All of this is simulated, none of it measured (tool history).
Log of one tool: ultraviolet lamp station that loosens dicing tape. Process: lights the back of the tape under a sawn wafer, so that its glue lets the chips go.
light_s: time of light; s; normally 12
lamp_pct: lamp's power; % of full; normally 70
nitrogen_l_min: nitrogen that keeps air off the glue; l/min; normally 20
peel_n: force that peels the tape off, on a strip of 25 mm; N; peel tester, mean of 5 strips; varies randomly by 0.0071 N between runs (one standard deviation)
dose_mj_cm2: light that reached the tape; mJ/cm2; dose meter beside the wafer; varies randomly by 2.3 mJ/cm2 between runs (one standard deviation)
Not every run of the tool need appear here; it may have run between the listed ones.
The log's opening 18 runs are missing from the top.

run 19 hour=1319.9 | light_s=12 lamp_pct=68 nitrogen_l_min=20 | peel_n=0.264 dose_mj_cm2=236
run 20 hour=1412.2 | light_s=12 lamp_pct=68 nitrogen_l_min=20 | peel_n=0.266 dose_mj_cm2=234
run 21 hour=1493.4 | light_s=11 lamp_pct=70 nitrogen_l_min=20 | peel_n=0.282 dose_mj_cm2=219
run 22 hour=1538.8 | light_s=14 lamp_pct=70 nitrogen_l_min=20 | peel_n=0.213 dose_mj_cm2=281
-- hour=1570.9 window cleaned of glue's vapour
run 23 hour=1608.4 | light_s=14 lamp_pct=70 nitrogen_l_min=20 | peel_n=0.213 dose_mj_cm2=286
run 24 hour=1660.2 | light_s=15 lamp_pct=70 nitrogen_l_min=16 | peel_n=0.234 dose_mj_cm2=301
run 25 hour=1723.6 | light_s=15 lamp_pct=70 nitrogen_l_min=16 | peel_n=0.205 dose_mj_cm2=305
run 26 hour=1799.5 | light_s=6 lamp_pct=70 nitrogen_l_min=16 | peel_n=0.84 dose_mj_cm2=121
run 27 hour=1848 | light_s=12 lamp_pct=96 nitrogen_l_min=32 | peel_n=0.185 dose_mj_cm2=333
run 28 hour=1918 | light_s=6 lamp_pct=97 nitrogen_l_min=20 | peel_n=0.453 dose_mj_cm2=166
run 29 hour=2003.4 | light_s=6 lamp_pct=97 nitrogen_l_min=20 | peel_n=0.439 dose_mj_cm2=170
run 30 hour=2057.5 | light_s=8 lamp_pct=100 nitrogen_l_min=37 | peel_n=0.219 dose_mj_cm2=230
run 31 hour=2157.1 | light_s=8 lamp_pct=92 nitrogen_l_min=18 | peel_n=0.335 dose_mj_cm2=213
run 32 hour=2202.6 | light_s=9 lamp_pct=84 nitrogen_l_min=10 | peel_n=0.442 dose_mj_cm2=222
run 33 hour=2299.7 | light_s=12 lamp_pct=70 nitrogen_l_min=25 | peel_n=0.236 dose_mj_cm2=246
run 34 hour=2398.6 | light_s=6 lamp_pct=70 nitrogen_l_min=20 | peel_n=0.763 dose_mj_cm2=122
run 35 hour=2470.2 | light_s=12 lamp_pct=61 nitrogen_l_min=23 | peel_n=0.291 dose_mj_cm2=210
run 36 hour=2540.3 | light_s=10 lamp_pct=81 nitrogen_l_min=10 | peel_n=0.392 dose_mj_cm2=233
run 37 hour=2628.7 | light_s=10 lamp_pct=81 nitrogen_l_min=32 | peel_n=0.236 dose_mj_cm2=235
run 38 hour=2677.2 | light_s=19 lamp_pct=61 nitrogen_l_min=23 | peel_n=0.199 dose_mj_cm2=334
run 39 hour=2762.4 | light_s=7 lamp_pct=65 nitrogen_l_min=7 | peel_n=1.156 dose_mj_cm2=128
run 40 hour=2814.4 | light_s=13 lamp_pct=92 nitrogen_l_min=12 | peel_n=0.217 dose_mj_cm2=341
run 41 hour=2875.8 | light_s=10 lamp_pct=67 nitrogen_l_min=26 | peel_n=0.314 dose_mj_cm2=195
run 42 hour=2921.6 | light_s=19 lamp_pct=65 nitrogen_l_min=19 | peel_n=0.199 dose_mj_cm2=356

Consider 3 possible next runs. They are alternatives, not a sequence: every one starts from the tool as it was left by run 42. What does each give?
-- hour=3003 window cleaned of glue's vapour
run A hour=3003.8 | light_s=10 lamp_pct=65 nitrogen_l_min=9 | peel_n=? dose_mj_cm2=?
-- hour=3003 window cleaned of glue's vapour
run B hour=3003.8 | light_s=22 lamp_pct=76 nitrogen_l_min=7 | peel_n=? dose_mj_cm2=?
-- hour=3003 window cleaned of glue's vapour
run C hour=3003.8 | light_s=12 lamp_pct=86 nitrogen_l_min=20 | peel_n=? dose_mj_cm2=?

run=A peel_n=0.557 dose_mj_cm2=185
run=B peel_n=0.2 dose_mj_cm2=478
run=C peel_n=0.203 dose_mj_cm2=297
Without the tool's hidden state the same runs would have given:
run=A peel_n=0.554 dose_mj_cm2=185
run=B peel_n=0.2 dose_mj_cm2=479
run=C peel_n=0.203 dose_mj_cm2=298

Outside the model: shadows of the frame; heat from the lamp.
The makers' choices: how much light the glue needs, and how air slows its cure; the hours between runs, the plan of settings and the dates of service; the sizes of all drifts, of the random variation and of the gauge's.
